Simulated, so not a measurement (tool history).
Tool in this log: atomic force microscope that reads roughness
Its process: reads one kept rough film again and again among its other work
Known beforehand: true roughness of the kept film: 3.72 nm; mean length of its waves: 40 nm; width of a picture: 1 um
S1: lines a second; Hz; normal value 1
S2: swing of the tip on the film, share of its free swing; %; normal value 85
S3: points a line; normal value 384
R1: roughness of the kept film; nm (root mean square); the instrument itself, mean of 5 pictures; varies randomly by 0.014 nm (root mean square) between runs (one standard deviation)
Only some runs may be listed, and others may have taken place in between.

Run 1, day 0: usual settings. Result: R1 3.136 nm (root mean square).
Run 2, day 1.071: usual settings. Result: R1 2.985 nm (root mean square).
Run 3, day 1.717: usual settings but S2 63 %. Result: R1 2.994 nm (root mean square).
At day 2.262: new tip fitted.
Run 4, day 3.038: usual settings but S1 3.18 Hz. Result: R1 2.785 nm (root mean square).
Run 5, day 3.871: usual settings but S1 3.18 Hz. Result: R1 2.703 nm (root mean square).
Run 6, day 4.925: usual settings but S1 3.18 Hz. Result: R1 2.551 nm (root mean square).
At day 5.583: new tip fitted.
Run 7, day 5.804: usual settings but S3 312. Result: R1 3.206 nm (root mean square).
Run 8, day 6.954: usual settings but S3 312. Result: R1 3.002 nm (root mean square).
Run 9, day 8.25: usual settings but S3 312. Result: R1 2.822 nm (root mean square).
At day 8.421: height scale calibrated on a step standard.
At day 8.912: new tip fitted.
Run 10, day 9.196: usual settings but S2 75 %, S3 354. Result: R1 3.306 nm (root mean square).
Run 11, day 10.421: usual settings but S2 75 %, S3 354. Result: R1 3.114 nm (root mean square).
Run 12, day 11.225: usual settings but S1 2.82 Hz, S2 59 %. Result: R1 2.967 nm (root mean square).
At day 12.267: new tip fitted.
Run 13, day 12.625: usual settings but S1 2.82 Hz, S2 59 %. Result: R1 3.287 nm (root mean square).
Run 14, day 13.596: usual settings but S1 2.36 Hz, S2 82 %, S3 265. Result: R1 2.883 nm (root mean square).
Run 15, day 14.846: usual settings but S1 1.26 Hz, S3 461. Result: R1 2.846 nm (root mean square).
At day 15.271: height scale calibrated on a step standard, once more.
At day 15.646: new tip fitted.
Run 16, day 15.779: usual settings but S1 0.94 Hz, S3 503. Result: R1 3.268 nm (root mean square).
Run 17, day 17.304: usual settings but S1 0.94 Hz, S3 503. Result: R1 3.012 nm (root mean square).

Below are 3 alternative next runs, each starting from the tool's condition after run 17. Predict each:
Run A, day 18: usual settings but S1 0.81 Hz, S2 67 %, S3 376. Result: R1 ?.
Run B, day 18: usual settings but S1 0.93 Hz. Result: R1 ?.
Run C, day 18: usual settings but S3 388. Result: R1 ?.

run     R1
  A  3.022
  B  2.897
  C  2.907
Without the tool's unlogged condition, the same runs would have read:
run     R1
  A   3.43
  B  3.288
  C    3.3
